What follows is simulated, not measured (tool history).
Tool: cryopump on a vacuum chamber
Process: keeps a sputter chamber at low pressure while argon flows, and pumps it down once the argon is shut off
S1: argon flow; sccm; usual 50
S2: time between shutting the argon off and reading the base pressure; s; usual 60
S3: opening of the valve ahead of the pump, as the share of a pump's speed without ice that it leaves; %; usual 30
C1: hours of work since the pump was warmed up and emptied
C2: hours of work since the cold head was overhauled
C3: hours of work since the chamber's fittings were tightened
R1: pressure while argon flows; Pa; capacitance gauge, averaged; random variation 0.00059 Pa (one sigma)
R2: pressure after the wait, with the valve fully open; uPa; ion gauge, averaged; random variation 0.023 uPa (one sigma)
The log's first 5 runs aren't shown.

run 6 hour=76.0 | S1=50 S2=60 S3=30 | C1=493 C2=493 C3=817 | R1=0.1588 R2=1.12
run 7 hour=84.5 | S1=50 S2=36 S3=30 | C1=499 C2=499 C3=823 | R1=0.1570 R2=1.58
run 8 hour=92.7 | S1=50 S2=36 S3=30 | C1=505 C2=505 C3=829 | R1=0.1576 R2=1.52
run 9 hour=109.8 | S1=50 S2=36 S3=30 | C1=517 C2=517 C3=841 | R1=0.1575 R2=1.50
run 10 hour=126.0 | S1=50 S2=60 S3=30 | C1=528 C2=528 C3=853 | R1=0.1578 R2=1.16
run 11 hour=143.2 | S1=50 S2=60 S3=30 | C1=541 C2=541 C3=865 | R1=0.1583 R2=1.19
run 12 hour=157.7 | S1=50 S2=60 S3=30 | C1=551 C2=551 C3=875 | R1=0.1578 R2=1.15
run 13 hour=171.1 | S1=50 S2=60 S3=30 | C1=560 C2=560 C3=885 | R1=0.1587 R2=1.17
run 14 hour=187.7 | S1=50 S2=60 S3=30 | C1=572 C2=572 C3=896 | R1=0.1596 R2=1.21
run 15 hour=195.6 | S1=83 S2=60 S3=30 | C1=578 C2=578 C3=902 | R1=0.2633 R2=1.18
run 16 hour=203.9 | S1=83 S2=60 S3=30 | C1=584 C2=584 C3=908 | R1=0.2642 R2=1.20
run 17 hour=214.0 | S1=50 S2=112 S3=30 | C1=591 C2=591 C3=915 | R1=0.1585 R2=0.90
run 18 hour=222.8 | S1=34 S2=60 S3=30 | C1=597 C2=597 C3=921 | R1=0.1079 R2=1.21
run 19 hour=231.7 | S1=35 S2=62 S3=33 | C1=603 C2=603 C3=928 | R1=0.1021 R2=1.18
run 20 hour=249.1 | S1=66 S2=61 S3=33 | C1=616 C2=616 C3=940 | R1=0.1914 R2=1.19

The next listed run, before its measurement:
run 21 hour=261.0 | S1=66 S2=61 S3=33 | C1=624 C2=624 C3=949 | R1=? R2=?

{"run 21": {"R1": 0.192, "R2": 1.18}}
Without the tool's hidden state the same run would have given R1 0.1863 Pa, R2 0.67 uPa.
